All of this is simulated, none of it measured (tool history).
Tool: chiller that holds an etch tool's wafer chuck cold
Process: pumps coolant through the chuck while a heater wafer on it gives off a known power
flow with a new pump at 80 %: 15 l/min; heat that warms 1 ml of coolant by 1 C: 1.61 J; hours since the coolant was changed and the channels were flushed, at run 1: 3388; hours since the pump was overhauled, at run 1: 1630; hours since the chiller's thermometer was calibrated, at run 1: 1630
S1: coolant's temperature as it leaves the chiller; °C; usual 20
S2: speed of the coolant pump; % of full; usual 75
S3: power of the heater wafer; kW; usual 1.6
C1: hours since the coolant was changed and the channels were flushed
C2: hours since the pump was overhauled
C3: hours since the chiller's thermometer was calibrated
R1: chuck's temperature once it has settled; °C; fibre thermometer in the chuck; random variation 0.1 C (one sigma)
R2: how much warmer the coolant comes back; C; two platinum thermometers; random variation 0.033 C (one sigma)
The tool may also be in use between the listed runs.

Run 1, hour 0: usual settings; C1 3388; C2 1630; C3 1630. Result: R1 31.4 °C, R2 4.27 C.
Run 2, hour 119.9: usual settings; C1 3508; C2 1750; C3 1750. Result: R1 31.4 °C, R2 4.27 C.
Run 3, hour 266.4: usual settings but S3 1.823 kW; C1 3654; C2 1896; C3 1896. Result: R1 32.9 °C, R2 4.86 C.
Run 4, hour 445.9: usual settings but S3 1.823 kW; C1 3834; C2 2076; C3 2076. Result: R1 33 °C, R2 4.88 C.
Run 5, hour 608: usual settings but S3 1.823 kW; C1 3996; C2 2238; C3 2238. Result: R1 32.9 °C, R2 4.84 C.
Run 6, hour 827.4: usual settings but S3 1.823 kW; C1 4215; C2 2457; C3 2457. Result: R1 32.8 °C, R2 4.94 C.
Run 7, hour 942.7: usual settings but S1 23 °C, S2 78 % of full, S3 2.231 kW; C1 4331; C2 2572; C3 2572. Result: R1 38.4 °C, R2 5.73 C.
Run 8, hour 1151.8: usual settings but S2 84 % of full, S3 2.184 kW; C1 4540; C2 2782; C3 2782. Result: R1 34.2 °C, R2 5.13 C.
Run 9, hour 1353.7: usual settings but S1 11 °C, S2 100 % of full; C1 4742; C2 2984; C3 2984. Result: R1 20 °C, R2 3.1 C.
Run 10, hour 1578.4: usual settings but S2 98 % of full, S3 1.472 kW; C1 4966; C2 3208; C3 3208. Result: R1 28.5 °C, R2 2.91 C.
Run 11, hour 1685.7: usual settings but S2 80 % of full, S3 1.977 kW; C1 5074; C2 3316; C3 3316. Result: R1 33.4 °C, R2 4.91 C.

3 ways to go on from here, each from the tool as it stands after run 11. What would each give?
Run A, hour 1819.6: usual settings but S1 12 °C, S2 92 % of full, S3 1.764 kW; C1 5208; C2 3449; C3 3449. Result: R1 ?, R2 ?.
Run B, hour 1819.6: usual settings but S1 22 °C, S2 60 % of full, S3 1.977 kW; C1 5208; C2 3449; C3 3449. Result: R1 ?, R2 ?.
Run C, hour 1819.6: usual settings but S1 27 °C, S2 96 % of full, S3 1.039 kW; C1 5208; C2 3449; C3 3449. Result: R1 ?, R2 ?.

run    R1    R2
  A  22.6  3.72
  B  38.8  6.84
  C  33.1  2.08
Without the tool's hidden state the same runs would have given:
run    R1    R2
  A  22.6  3.72
  B  38.7  6.84
  C  33.1  2.07

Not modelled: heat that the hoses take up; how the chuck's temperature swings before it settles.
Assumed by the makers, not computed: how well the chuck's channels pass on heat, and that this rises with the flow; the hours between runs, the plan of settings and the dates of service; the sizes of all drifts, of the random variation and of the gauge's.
